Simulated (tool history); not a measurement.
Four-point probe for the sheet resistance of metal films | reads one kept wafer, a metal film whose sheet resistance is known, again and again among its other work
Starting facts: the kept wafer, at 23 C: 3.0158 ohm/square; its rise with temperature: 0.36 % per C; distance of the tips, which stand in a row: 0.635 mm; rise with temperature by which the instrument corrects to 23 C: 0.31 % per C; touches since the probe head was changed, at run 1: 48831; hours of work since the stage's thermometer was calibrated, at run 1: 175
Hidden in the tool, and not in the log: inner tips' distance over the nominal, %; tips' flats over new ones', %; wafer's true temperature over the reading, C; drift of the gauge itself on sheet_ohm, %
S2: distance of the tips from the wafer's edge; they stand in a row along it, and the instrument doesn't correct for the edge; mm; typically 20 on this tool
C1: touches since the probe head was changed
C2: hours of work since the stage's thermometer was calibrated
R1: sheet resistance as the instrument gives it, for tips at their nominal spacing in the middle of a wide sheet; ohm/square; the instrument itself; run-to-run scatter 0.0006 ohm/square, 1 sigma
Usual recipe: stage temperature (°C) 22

{"run": 1, "day": 0.0, "stage temperature (°C)": 22, "S2": 20, "C1": 48831, "C2": 175, "R1": 3.029054}
{"run": 2, "day": 2.075, "stage temperature (°C)": 22, "S2": 20, "C1": 51184, "C2": 202, "R1": 3.028988}
{"run": 3, "day": 4.438, "stage temperature (°C)": 22, "S2": 18, "C1": 53861, "C2": 234, "R1": 3.031424}
{"run": 4, "day": 9.167, "stage temperature (°C)": 22, "S2": 7, "C1": 59228, "C2": 296, "R1": 3.043959}
{"run": 5, "day": 13.004, "stage temperature (°C)": 22, "S2": 7, "C1": 63579, "C2": 347, "R1": 3.044807}
{"run": 6, "day": 15.271, "stage temperature (°C)": 24, "S2": 7, "C1": 66149, "C2": 377, "R1": 3.047481}
{"run": 7, "day": 19.158, "stage temperature (°C)": 24, "S2": 7, "C1": 70560, "C2": 429, "R1": 3.049516}

Predict the results of run 8:
{"run": 8, "day": 21.633, "stage temperature (°C)": 22, "S2": 4, "C1": 73366, "C2": 461, "R1": "?"}

R1: 3.076133 ohm/square
If the tool had no hidden condition, the same run with the same run-to-run variation would have returned R1 3.056438 ohm/square.

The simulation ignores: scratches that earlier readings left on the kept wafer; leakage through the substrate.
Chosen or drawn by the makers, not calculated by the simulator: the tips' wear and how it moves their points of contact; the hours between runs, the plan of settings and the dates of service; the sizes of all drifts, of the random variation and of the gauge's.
